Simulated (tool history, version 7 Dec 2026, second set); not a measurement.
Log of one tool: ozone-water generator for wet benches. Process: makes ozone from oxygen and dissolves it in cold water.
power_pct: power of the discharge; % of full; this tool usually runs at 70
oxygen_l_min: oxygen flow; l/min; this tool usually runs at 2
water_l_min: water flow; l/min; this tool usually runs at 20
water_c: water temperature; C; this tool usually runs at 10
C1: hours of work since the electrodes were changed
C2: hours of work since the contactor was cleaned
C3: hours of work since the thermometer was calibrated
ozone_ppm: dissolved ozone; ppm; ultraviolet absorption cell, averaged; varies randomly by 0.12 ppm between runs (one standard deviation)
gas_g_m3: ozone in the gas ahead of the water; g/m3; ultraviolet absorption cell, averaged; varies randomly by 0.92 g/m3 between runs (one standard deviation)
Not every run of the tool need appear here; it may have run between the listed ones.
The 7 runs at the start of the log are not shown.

Run 8, hour 1057.3: usual settings; C1 7439; C2 2825; C3 889. Result: ozone_ppm 9.6 ppm, gas_g_m3 152.8 g/m3.
Run 9, hour 1194.3: usual settings; C1 7560; C2 2947; C3 1011. Result: ozone_ppm 9.5 ppm, gas_g_m3 155.2 g/m3.
Run 10, hour 1302.7: usual settings; C1 7656; C2 3043; C3 1107. Result: ozone_ppm 9.6 ppm, gas_g_m3 151.8 g/m3.
Run 11, hour 1444.9: usual settings; C1 7782; C2 3169; C3 1233. Result: ozone_ppm 9.4 ppm, gas_g_m3 151.3 g/m3.
Run 12, hour 1598.9: usual settings; C1 7919; C2 3305; C3 1369. Result: ozone_ppm 9.4 ppm, gas_g_m3 150 g/m3.
Run 13, hour 1686.5: usual settings; C1 7996; C2 3383; C3 1447. Result: ozone_ppm 9.3 ppm, gas_g_m3 150.5 g/m3.
Run 14, hour 1803.8: usual settings but power_pct 55 % of full; C1 8100; C2 3487; C3 1551. Result: ozone_ppm 8.6 ppm, gas_g_m3 133.3 g/m3.
Run 15, hour 1893.5: usual settings but power_pct 55 % of full; C1 8180; C2 3566; C3 1631. Result: ozone_ppm 8.3 ppm, gas_g_m3 134 g/m3.
Run 16, hour 1997.5: usual settings but oxygen_l_min 2.67 l/min; C1 8272; C2 3659; C3 1723. Result: ozone_ppm 10.7 ppm, gas_g_m3 134.2 g/m3.
Run 17, hour 2193.2: usual settings but power_pct 47 % of full, oxygen_l_min 3.59 l/min, water_l_min 15 l/min; C1 8445; C2 3832; C3 1896. Result: ozone_ppm 12.2 ppm, gas_g_m3 97.1 g/m3.
Run 18, hour 2336: usual settings but power_pct 53 % of full, oxygen_l_min 1.39 l/min, water_l_min 15 l/min, water_c 11 C; C1 8572; C2 3959; C3 2023. Result: ozone_ppm 9.7 ppm, gas_g_m3 150.3 g/m3.
Run 19, hour 2515.6: usual settings but power_pct 46 % of full, oxygen_l_min 1.25 l/min; C1 8731; C2 4118; C3 2182. Result: ozone_ppm 6.3 ppm, gas_g_m3 146.8 g/m3.
Run 20, hour 2626: usual settings but power_pct 46 % of full, oxygen_l_min 1.66 l/min; C1 8829; C2 4216; C3 2280. Result: ozone_ppm 6.9 ppm, gas_g_m3 128.1 g/m3.
Run 21, hour 2770.1: usual settings but power_pct 46 % of full, oxygen_l_min 1.66 l/min; C1 8957; C2 4343; C3 2408. Result: ozone_ppm 6.9 ppm, gas_g_m3 129.2 g/m3.
Run 22, hour 2934.7: usual settings but power_pct 46 % of full, oxygen_l_min 1.66 l/min; C1 9103; C2 4489; C3 2553. Result: ozone_ppm 7.1 ppm, gas_g_m3 130.9 g/m3.
Run 23, hour 3038: usual settings but power_pct 42 % of full, oxygen_l_min 1.66 l/min, water_c 7 C; C1 9194; C2 4581; C3 2645. Result: ozone_ppm 6.8 ppm, gas_g_m3 122.7 g/m3.
Run 24, hour 3142.2: usual settings but water_l_min 13 l/min; C1 9287; C2 4673; C3 2737. Result: ozone_ppm 14.9 ppm, gas_g_m3 150.8 g/m3.
Run 25, hour 3276.3: usual settings but water_l_min 13 l/min; C1 9405; C2 4792; C3 2856. Result: ozone_ppm 14.8 ppm, gas_g_m3 150.9 g/m3.
Run 26, hour 3432.8: usual settings but water_l_min 14 l/min, water_c 18 C; C1 9544; C2 4931; C3 2995. Result: ozone_ppm 12.7 ppm, gas_g_m3 150.8 g/m3.
Run 27, hour 3522.9: usual settings but water_l_min 14 l/min, water_c 18 C; C1 9624; C2 5011; C3 3075. Result: ozone_ppm 12.8 ppm, gas_g_m3 149.5 g/m3.
At hour 3539.9: contactor cleaned.
Run 28, hour 3701.4: usual settings but water_l_min 14 l/min, water_c 18 C; C1 9779; C2 143; C3 3229. Result: ozone_ppm 12.6 ppm, gas_g_m3 147.8 g/m3.
Run 29, hour 3782.2: usual settings but power_pct 46 % of full, oxygen_l_min 3.3 l/min, water_l_min 26 l/min, water_c 16 C; C1 9850; C2 215; C3 3301. Result: ozone_ppm 6.6 ppm, gas_g_m3 98.3 g/m3.
Run 30, hour 3957.9: usual settings but power_pct 89 % of full, oxygen_l_min 3.3 l/min, water_l_min 26 l/min, water_c 7 C; C1 10006; C2 370; C3 3457. Result: ozone_ppm 10.1 ppm, gas_g_m3 138.5 g/m3.
Run 31, hour 4093.6: usual settings but power_pct 89 % of full, oxygen_l_min 3.3 l/min, water_l_min 26 l/min, water_c 7 C; C1 10126; C2 491; C3 3577. Result: ozone_ppm 9.9 ppm, gas_g_m3 138.2 g/m3.
Run 32, hour 4252.7: usual settings but oxygen_l_min 1.01 l/min, water_l_min 27 l/min, water_c 14 C; C1 10267; C2 632; C3 3718. Result: ozone_ppm 4.9 ppm, gas_g_m3 196.7 g/m3.

Alternative continuations, all from the tool just after run 32; predict every row:
Run A, hour 4426.1: usual settings but oxygen_l_min 2.82 l/min, water_l_min 27 l/min, water_c 18 C; C1 10421; C2 785; C3 3872. Result: ozone_ppm ?, gas_g_m3 ?.
Run B, hour 4426.1: usual settings but power_pct 44 % of full, water_l_min 29 l/min, water_c 9 C; C1 10421; C2 785; C3 3872. Result: ozone_ppm ?, gas_g_m3 ?.
Run C, hour 4426.1: usual settings but power_pct 92 % of full, oxygen_l_min 1.01 l/min, water_l_min 27 l/min, water_c 14 C; C1 10421; C2 785; C3 3872. Result: ozone_ppm ?, gas_g_m3 ?.
Run D, hour 4426.1: usual settings but water_c 16 C; C1 10421; C2 785; C3 3872. Result: ozone_ppm ?, gas_g_m3 ?.

run  ozone_ppm  gas_g_m3
  A        7.3     129.5
  B        4.8       117
  C        5.5     226.2
  D          9     149.5
With the hidden condition removed and each run's random variation left untouched, the same runs would have given:
run  ozone_ppm  gas_g_m3
  A        7.4     133.4
  B        4.8     120.3
  C        5.6       233
  D        9.1       154

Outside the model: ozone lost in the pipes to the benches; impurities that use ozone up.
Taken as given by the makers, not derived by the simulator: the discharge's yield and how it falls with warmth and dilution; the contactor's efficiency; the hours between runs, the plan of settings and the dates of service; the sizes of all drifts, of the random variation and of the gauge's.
